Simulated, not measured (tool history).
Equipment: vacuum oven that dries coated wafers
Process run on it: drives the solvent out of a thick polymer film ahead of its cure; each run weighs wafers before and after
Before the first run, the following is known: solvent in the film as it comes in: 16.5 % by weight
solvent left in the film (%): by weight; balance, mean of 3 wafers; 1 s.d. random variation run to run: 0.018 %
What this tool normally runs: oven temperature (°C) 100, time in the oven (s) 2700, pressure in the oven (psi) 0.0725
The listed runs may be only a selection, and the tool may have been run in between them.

run	hour	oven temperature (°C)	time in the oven (s)	pressure in the oven (psi)	solvent left in the film (%)
1	0	100	2700	0.0725	0.84
2	27.2	100	2700	0.0725	0.84
3	48.9	94	2700	0.0725	1.69
4	85.8	94	2700	0.0725	1.65
5	117.2	89	2700	0.0725	2.64
6	145.8	89	2700	0.0696	2.62
7	176.9	89	2700	0.0696	2.62
8	210.3	89	2700	0.0696	2.6
9	235.5	100	2700	0.0683	0.84
10	272.5	100	2700	0.0683	0.84
11	308.8	100	2700	0.0683	0.85
12	332.8	100	2700	0.0683	0.82
13	371.6	100	2700	0.0725	0.87
14	387.9	100	2700	0.0725	0.88
15	406.4	85	2160	0.1798	4.86
16	433.8	96	2040	0.1429	2.51
17	464.2	96	2040	0.1429	2.45
18	497.8	96	2040	0.1429	2.5

Run 19, settings as shown, results not yet in. Your forecast:
19	516	96	2040	0.1429	?

Run 19 produced solvent left in the film (%) 2.46.
Take away the tool's hidden state, keep the run-to-run variation as it was, and the same run would have given solvent left in the film (%) 2.34.
